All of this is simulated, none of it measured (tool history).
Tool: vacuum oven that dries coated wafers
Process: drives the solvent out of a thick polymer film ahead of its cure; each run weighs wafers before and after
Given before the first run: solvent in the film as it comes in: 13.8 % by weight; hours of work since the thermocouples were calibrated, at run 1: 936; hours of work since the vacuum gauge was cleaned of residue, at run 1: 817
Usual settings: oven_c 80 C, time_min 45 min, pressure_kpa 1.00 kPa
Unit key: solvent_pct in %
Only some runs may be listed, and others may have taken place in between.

| run | hour | oven_c | time_min | pressure_kpa | hours of work since the thermocouples were calibrated | hours of work since the vacuum gauge was cleaned of residue | solvent_pct |
|---|---|---|---|---|---|---|---|
| 1 | 0.0 | 80 | 45 | 1.00 | 936 | 817 | 0.93 |
| 2 | 52.4 | 80 | 45 | 1.48 | 960 | 841 | 1.11 |
| 3 | 112.9 | 75 | 45 | 1.00 | 987 | 868 | 1.88 |
| 4 | 171.5 | 75 | 45 | 1.51 | 1013 | 894 | 2.06 |
| 5 | 214.2 | 75 | 45 | 1.51 | 1032 | 913 | 2.05 |
|  | 227.9 | oven's thermocouples calibrated |
| 6 | 251.5 | 75 | 45 | 1.51 | 11 | 929 | 2.75 |
| 7 | 314.9 | 80 | 45 | 0.52 | 39 | 958 | 1.12 |
| 8 | 368.0 | 80 | 45 | 0.52 | 63 | 982 | 1.12 |
| 9 | 412.0 | 80 | 45 | 0.52 | 83 | 1001 | 1.11 |
| 10 | 444.6 | 80 | 80 | 0.52 | 97 | 1016 | 0.45 |
| 11 | 479.5 | 80 | 80 | 0.52 | 113 | 1032 | 0.50 |
| 12 | 519.0 | 80 | 80 | 0.52 | 131 | 1049 | 0.48 |
| 13 | 566.8 | 80 | 80 | 0.52 | 152 | 1071 | 0.39 |
| 14 | 623.2 | 80 | 80 | 0.52 | 177 | 1096 | 0.46 |
| 15 | 688.2 | 80 | 50 | 1.04 | 206 | 1125 | 1.06 |
| 16 | 720.1 | 80 | 50 | 1.04 | 221 | 1139 | 1.10 |
| 17 | 775.5 | 80 | 51 | 1.01 | 246 | 1164 | 1.07 |
| 18 | 811.0 | 78 | 52 | 0.66 | 261 | 1180 | 1.22 |
|  | 836.9 | vacuum gauge cleaned of residue and calibrated |
| 19 | 870.5 | 68 | 45 | 1.00 | 287 | 15 | 4.39 |
| 20 | 904.1 | 67 | 45 | 0.58 | 302 | 30 | 4.40 |
| 21 | 948.8 | 79 | 28 | 0.58 | 323 | 50 | 2.49 |
| 22 | 994.3 | 88 | 45 | 1.64 | 343 | 71 | 0.57 |
| 23 | 1063.3 | 65 | 80 | 2.07 | 374 | 102 | 3.87 |
| 24 | 1105.9 | 70 | 27 | 1.00 | 393 | 121 | 5.64 |
| 25 | 1156.7 | 73 | 58 | 0.62 | 416 | 143 | 1.66 |

What if the next run were any one of these 5? Each begins from the tool's condition after run 25:
| A | 1222.5 | 83 | 47 | 1.00 | 445 | 173 | ? |
| B | 1222.5 | 77 | 78 | 1.45 | 445 | 173 | ? |
| C | 1222.5 | 73 | 68 | 2.11 | 445 | 173 | ? |
| D | 1222.5 | 86 | 31 | 1.52 | 445 | 173 | ? |
| E | 1222.5 | 73 | 56 | 2.21 | 445 | 173 | ? |

| run | solvent_pct |
|---|---|
| A | 0.61 |
| B | 0.93 |
| C | 1.99 |
| D | 1.01 |
| E | 2.45 |
What these runs would have given with no unlogged condition in the tool:
| run | solvent_pct |
|---|---|
| A | 0.71 |
| B | 1.02 |
| C | 2.23 |
| D | 1.16 |
| E | 2.74 |
